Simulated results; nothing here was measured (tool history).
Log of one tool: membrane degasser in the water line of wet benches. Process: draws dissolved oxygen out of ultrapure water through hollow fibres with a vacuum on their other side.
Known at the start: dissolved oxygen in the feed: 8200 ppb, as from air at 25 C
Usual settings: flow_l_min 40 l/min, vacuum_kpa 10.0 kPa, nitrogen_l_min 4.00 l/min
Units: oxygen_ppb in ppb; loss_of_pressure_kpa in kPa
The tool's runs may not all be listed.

run,hour,flow_l_min,vacuum_kpa,nitrogen_l_min,oxygen_ppb,loss_of_pressure_kpa
1,0.0,40,10.0,4.00,308.5,51.74
2,114.6,40,10.0,4.00,309.3,51.76
3,232.2,40,10.0,4.00,311.1,51.89
4,291.2,40,13.3,4.00,380.6,51.51
5,367.6,40,19.0,4.00,520.9,51.41
6,435.3,40,10.0,4.00,312.7,52.09
7,497.2,40,10.0,4.00,321.0,51.90
8,608.1,40,10.0,4.00,313.9,52.09
9,669.9,40,6.9,4.00,247.2,51.77
10,726.3,31,6.9,4.00,156.4,40.32
11,785.5,63,10.0,4.00,596.8,81.42
12,850.7,24,10.0,4.00,140.6,31.27
13,963.2,24,10.0,4.00,139.3,31.50
14,1060.5,24,10.0,4.00,141.2,31.14
15,1178.8,24,10.0,4.00,140.1,31.23
16,1254.3,39,9.8,4.00,296.7,50.82
17,1352.5,39,9.8,4.00,300.2,50.49
18,1422.1,29,9.8,3.01,216.2,38.11
19,1475.5,40,10.0,2.11,422.9,51.83
20,1579.5,29,9.2,9.12,122.9,37.99
21,1646.1,29,9.2,9.12,121.6,37.86

Not shown: 2 entries that the log had between the listed runs. Between which runs, and how does the tool's hidden state differ before and after?
Between runs 8 and 9: vacuum gauge calibrated (hour 630.1)
  true pressure behind the membrane over the reading, kPa: 0.01 -> 0
Between runs 14 and 15: seals of the vacuum lines changed (hour 1101.4)
  air that leaks in behind the membrane, l/min: 0.0024 -> 0.0021
